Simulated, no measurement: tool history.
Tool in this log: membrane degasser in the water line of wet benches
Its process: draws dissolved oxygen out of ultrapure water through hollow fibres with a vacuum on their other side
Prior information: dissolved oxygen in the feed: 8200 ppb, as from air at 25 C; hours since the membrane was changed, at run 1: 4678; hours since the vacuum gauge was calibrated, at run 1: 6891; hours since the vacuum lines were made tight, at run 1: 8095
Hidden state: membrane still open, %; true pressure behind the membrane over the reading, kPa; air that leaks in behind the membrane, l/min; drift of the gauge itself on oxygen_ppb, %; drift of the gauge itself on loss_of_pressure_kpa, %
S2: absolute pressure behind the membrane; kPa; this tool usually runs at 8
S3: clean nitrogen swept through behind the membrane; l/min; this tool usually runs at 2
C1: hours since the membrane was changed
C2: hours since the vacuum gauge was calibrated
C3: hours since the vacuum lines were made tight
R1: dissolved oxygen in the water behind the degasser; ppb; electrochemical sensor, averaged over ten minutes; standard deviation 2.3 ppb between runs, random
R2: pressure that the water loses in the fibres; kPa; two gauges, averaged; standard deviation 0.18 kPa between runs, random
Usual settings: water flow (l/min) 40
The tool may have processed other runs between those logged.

run 1 day=0 | water_flow_(l/min)=40 S2=8 S3=2 | C1=4678 C2=6891 C3=8095 | R1=232 R2=35
run 2 day=5.096 | water_flow_(l/min)=40 S2=8 S3=2 | C1=4800 C2=7014 C3=8218 | R1=231.5 R2=34.84
run 3 day=8.333 | water_flow_(l/min)=40 S2=8 S3=2 | C1=4878 C2=7091 C3=8295 | R1=231.2 R2=35.09
run 4 day=13.483 | water_flow_(l/min)=40 S2=8 S3=2 | C1=5002 C2=7215 C3=8419 | R1=230.9 R2=34.97
run 5 day=16.512 | water_flow_(l/min)=40 S2=8 S3=3.92 | C1=5074 C2=7288 C3=8492 | R1=138.5 R2=34.99
-- day=17.575 vacuum gauge calibrated
run 6 day=20.688 | water_flow_(l/min)=40 S2=8 S3=1.51 | C1=5174 C2=75 C3=8591 | R1=290.3 R2=34.77
run 7 day=24.629 | water_flow_(l/min)=40 S2=8 S3=1.51 | C1=5269 C2=169 C3=8686 | R1=283.7 R2=35.04
run 8 day=28.512 | water_flow_(l/min)=40 S2=8 S3=4.79 | C1=5362 C2=263 C3=8779 | R1=118.4 R2=34.77
run 9 day=32.562 | water_flow_(l/min)=40 S2=8 S3=4.79 | C1=5459 C2=360 C3=8876 | R1=119.8 R2=35.23
run 10 day=36.65 | water_flow_(l/min)=40 S2=8 S3=4.79 | C1=5557 C2=458 C3=8974 | R1=119.8 R2=35.12
run 11 day=41.646 | water_flow_(l/min)=40 S2=8 S3=2.32 | C1=5677 C2=578 C3=9094 | R1=209.6 R2=35.05
run 12 day=45.675 | water_flow_(l/min)=40 S2=8 S3=1.66 | C1=5774 C2=674 C3=9191 | R1=268.8 R2=34.86
run 13 day=49.888 | water_flow_(l/min)=40 S2=8 S3=1.66 | C1=5875 C2=776 C3=9292 | R1=269 R2=34.94
run 14 day=53.217 | water_flow_(l/min)=40 S2=8 S3=1.66 | C1=5955 C2=855 C3=9372 | R1=268.2 R2=34.93
run 15 day=57.646 | water_flow_(l/min)=40 S2=8 S3=2 | C1=6061 C2=962 C3=9478 | R1=231.6 R2=34.95
run 16 day=61.967 | water_flow_(l/min)=40 S2=8 S3=2 | C1=6165 C2=1065 C3=9582 | R1=232.4 R2=34.66
run 17 day=67.25 | water_flow_(l/min)=36 S2=14.45 S3=4.85 | C1=6292 C2=1192 C3=9709 | R1=215.2 R2=31.38
run 18 day=71.088 | water_flow_(l/min)=36 S2=14.45 S3=4.85 | C1=6384 C2=1284 C3=9801 | R1=213 R2=31.33
run 19 day=73.754 | water_flow_(l/min)=36 S2=14.45 S3=4.85 | C1=6448 C2=1348 C3=9865 | R1=211.1 R2=31.35
run 20 day=78.533 | water_flow_(l/min)=24 S2=14.45 S3=3.53 | C1=6562 C2=1463 C3=9980 | R1=190.4 R2=20.63
run 21 day=80.917 | water_flow_(l/min)=40 S2=4.87 S3=2.65 | C1=6620 C2=1520 C3=10037 | R1=81.4 R2=34.87
run 22 day=85.679 | water_flow_(l/min)=40 S2=4.87 S3=2.65 | C1=6734 C2=1635 C3=10151 | R1=81.3 R2=34.69
run 23 day=89.971 | water_flow_(l/min)=62 S2=8 S3=2 | C1=6837 C2=1738 C3=10254 | R1=346.9 R2=53.48
-- day=93.792 seals of the vacuum lines changed
run 24 day=95.371 | water_flow_(l/min)=62 S2=8 S3=2 | C1=6964 C2=1865 C3=38 | R1=348 R2=54
run 25 day=98.029 | water_flow_(l/min)=62 S2=8 S3=2 | C1=7028 C2=1929 C3=102 | R1=349 R2=53.15
run 26 day=102.146 | water_flow_(l/min)=27 S2=19.04 S3=2 | C1=7127 C2=2028 C3=201 | R1=488.5 R2=23.33
run 27 day=106.129 | water_flow_(l/min)=40 S2=16.43 S3=2.09 | C1=7223 C2=2123 C3=296 | R1=570.6 R2=34.64
run 28 day=109.679 | water_flow_(l/min)=41 S2=12.14 S3=2.09 | C1=7308 C2=2209 C3=381 | R1=403.1 R2=35.39
run 29 day=111.9 | water_flow_(l/min)=41 S2=12.14 S3=2.09 | C1=7361 C2=2262 C3=435 | R1=402.6 R2=35.12
run 30 day=114.204 | water_flow_(l/min)=41 S2=12.14 S3=2.09 | C1=7416 C2=2317 C3=490 | R1=400.5 R2=35.51
run 31 day=118.462 | water_flow_(l/min)=41 S2=12.14 S3=2.09 | C1=7519 C2=2419 C3=592 | R1=397.8 R2=35.64
run 32 day=123.242 | water_flow_(l/min)=41 S2=12.14 S3=2.09 | C1=7633 C2=2534 C3=707 | R1=393.4 R2=35.26

Results per run with the tool's hidden condition removed, run-to-run variation unchanged:
run=1 R2=34.98
run=2 R2=34.85
run=3 R2=35.12
run=4 R2=35.03
run=5 R2=35.06
run=6 R2=34.87
run=7 R2=35.16
run=8 R2=34.92
run=9 R2=35.4
run=10 R2=35.31
run=11 R2=35.27
run=12 R2=35.1
run=13 R2=35.21
run=14 R2=35.22
run=15 R2=35.26
run=16 R2=35
run=17 R2=31.72
run=18 R2=31.68
run=19 R2=31.72
run=20 R2=20.89
run=21 R2=35.32
run=22 R2=35.16
run=23 R2=54.26
run=24 R2=54.83
run=25 R2=54.01
run=26 R2=23.71
run=27 R2=35.24
run=28 R2=36.02
run=29 R2=35.77
run=30 R2=36.17
run=31 R2=36.32
run=32 R2=35.97
R1: at most 0.5 ppb away from the measurement, every run.

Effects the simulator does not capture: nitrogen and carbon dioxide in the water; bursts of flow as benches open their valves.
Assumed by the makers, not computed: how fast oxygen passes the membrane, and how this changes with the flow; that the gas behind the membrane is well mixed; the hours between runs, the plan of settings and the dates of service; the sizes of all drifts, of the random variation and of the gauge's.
